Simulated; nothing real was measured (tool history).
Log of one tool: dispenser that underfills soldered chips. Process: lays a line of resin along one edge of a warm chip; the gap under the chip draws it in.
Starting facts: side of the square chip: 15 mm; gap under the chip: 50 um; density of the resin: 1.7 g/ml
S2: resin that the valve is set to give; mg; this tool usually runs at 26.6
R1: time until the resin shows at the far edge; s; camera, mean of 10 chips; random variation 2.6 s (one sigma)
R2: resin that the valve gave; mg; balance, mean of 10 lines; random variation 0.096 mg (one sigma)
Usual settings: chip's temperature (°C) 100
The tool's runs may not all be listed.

{"run": 1, "hour": 0.0, "chip's temperature (°C)": 100, "S2": 26.6, "R1": 262.5, "R2": 26.5}
{"run": 2, "hour": 3.3, "chip's temperature (°C)": 115, "S2": 26.6, "R1": 187.1, "R2": 26.54}
{"run": 3, "hour": 5.3, "chip's temperature (°C)": 112, "S2": 26.6, "R1": 211.2, "R2": 26.81}
{"run": 4, "hour": 7.8, "chip's temperature (°C)": 112, "S2": 26.6, "R1": 221.3, "R2": 26.61}
{"run": 5, "hour": 10.9, "chip's temperature (°C)": 100, "S2": 26.6, "R1": 344.6, "R2": 26.51}
{"run": 6, "hour": 14.1, "chip's temperature (°C)": 100, "S2": 26.6, "R1": 366.8, "R2": 26.43}
{"run": 7, "hour": 16.2, "chip's temperature (°C)": 100, "S2": 26.6, "R1": 390.7, "R2": 26.44}
{"hour": 17.9, "done": "new syringe of resin"}
{"run": 8, "hour": 20.8, "chip's temperature (°C)": 100, "S2": 26.6, "R1": 276.1, "R2": 26.4}
{"run": 9, "hour": 25.0, "chip's temperature (°C)": 100, "S2": 26.6, "R1": 303.6, "R2": 26.16}
{"run": 10, "hour": 29.5, "chip's temperature (°C)": 100, "S2": 26.6, "R1": 339.5, "R2": 26.45}
{"run": 11, "hour": 32.5, "chip's temperature (°C)": 100, "S2": 29.5, "R1": 356.7, "R2": 29.23}
{"hour": 35.9, "done": "new syringe of resin"}
{"run": 12, "hour": 35.9, "chip's temperature (°C)": 100, "S2": 29.5, "R1": 263.5, "R2": 28.87}
{"run": 13, "hour": 40.7, "chip's temperature (°C)": 100, "S2": 29.5, "R1": 285.7, "R2": 29.06}
{"run": 14, "hour": 44.8, "chip's temperature (°C)": 100, "S2": 29.5, "R1": 320.2, "R2": 28.88}
{"run": 15, "hour": 49.2, "chip's temperature (°C)": 100, "S2": 29.5, "R1": 356.5, "R2": 29.05}
{"run": 16, "hour": 51.8, "chip's temperature (°C)": 100, "S2": 29.5, "R1": 384.6, "R2": 28.95}
{"hour": 54.1, "done": "new syringe of resin"}
{"run": 17, "hour": 54.2, "chip's temperature (°C)": 100, "S2": 29.5, "R1": 258.1, "R2": 29.06}
{"run": 18, "hour": 56.9, "chip's temperature (°C)": 100, "S2": 24.3, "R1": 289.0, "R2": 23.77}
{"run": 19, "hour": 61.1, "chip's temperature (°C)": 95, "S2": 24.5, "R1": 366.0, "R2": 24.03}
{"run": 20, "hour": 66.1, "chip's temperature (°C)": 85, "S2": 25.8, "R1": 575.1, "R2": 25.06}
{"run": 21, "hour": 70.0, "chip's temperature (°C)": 85, "S2": 25.8, "R1": 634.8, "R2": 25.13}
{"hour": 72.4, "done": "new syringe of resin"}
{"run": 22, "hour": 74.0, "chip's temperature (°C)": 91, "S2": 27.3, "R1": 345.3, "R2": 26.42}
{"run": 23, "hour": 76.7, "chip's temperature (°C)": 91, "S2": 27.3, "R1": 373.4, "R2": 26.48}
{"hour": 80.8, "done": "dispensing valve cleaned and set on the balance"}
{"run": 24, "hour": 82.4, "chip's temperature (°C)": 91, "S2": 27.3, "R1": 423.4, "R2": 27.34}
{"run": 25, "hour": 84.5, "chip's temperature (°C)": 91, "S2": 27.3, "R1": 436.6, "R2": 27.17}
{"run": 26, "hour": 88.3, "chip's temperature (°C)": 115, "S2": 26.4, "R1": 244.2, "R2": 26.35}
{"hour": 91.5, "done": "new syringe of resin"}
{"run": 27, "hour": 93.0, "chip's temperature (°C)": 115, "S2": 26.4, "R1": 170.9, "R2": 26.38}
{"run": 28, "hour": 96.3, "chip's temperature (°C)": 112, "S2": 29.0, "R1": 198.7, "R2": 28.87}
{"run": 29, "hour": 98.5, "chip's temperature (°C)": 113, "S2": 23.6, "R1": 215.5, "R2": 23.57}
{"run": 30, "hour": 102.9, "chip's temperature (°C)": 114, "S2": 28.7, "R1": 222.9, "R2": 28.53}
{"run": 31, "hour": 107.3, "chip's temperature (°C)": 114, "S2": 28.7, "R1": 245.0, "R2": 28.55}
{"hour": 109.8, "done": "new syringe of resin"}
{"run": 32, "hour": 111.1, "chip's temperature (°C)": 99, "S2": 27.7, "R1": 265.5, "R2": 27.42}
{"run": 33, "hour": 114.0, "chip's temperature (°C)": 99, "S2": 27.7, "R1": 285.8, "R2": 27.53}
{"run": 34, "hour": 118.3, "chip's temperature (°C)": 100, "S2": 23.2, "R1": 327.6, "R2": 22.89}
{"run": 35, "hour": 122.3, "chip's temperature (°C)": 111, "S2": 26.2, "R1": 246.9, "R2": 25.88}
{"run": 36, "hour": 124.5, "chip's temperature (°C)": 106, "S2": 34.1, "R1": 296.6, "R2": 33.77}

5 ways to go on from here, each from the tool as it stands after run 36. What would each give?
{"run": "A", "hour": 127.1, "chip's temperature (°C)": 107, "S2": 30.4, "R1": "?", "R2": "?"}
{"run": "B", "hour": 127.1, "chip's temperature (°C)": 95, "S2": 26.6, "R1": "?", "R2": "?"}
{"run": "C", "hour": 127.1, "chip's temperature (°C)": 102, "S2": 32.3, "R1": "?", "R2": "?"}
{"run": "D", "hour": 127.1, "chip's temperature (°C)": 100, "S2": 31.2, "R1": "?", "R2": "?"}
{"run": "E", "hour": 127.1, "chip's temperature (°C)": 98, "S2": 26.6, "R1": "?", "R2": "?"}

run=A R1=314.1 R2=30.17
run=B R1=455.3 R2=26.16
run=C R1=352.7 R2=31.73
run=D R1=377.9 R2=30.81
run=E R1=413.4 R2=26.19
Had the tool no hidden state, the same runs would have come out as:
run=A R1=210.1 R2=30.58
run=B R1=304.8 R2=26.52
run=C R1=236.0 R2=32.16
run=D R1=253.2 R2=31.23
run=E R1=276.4 R2=26.54
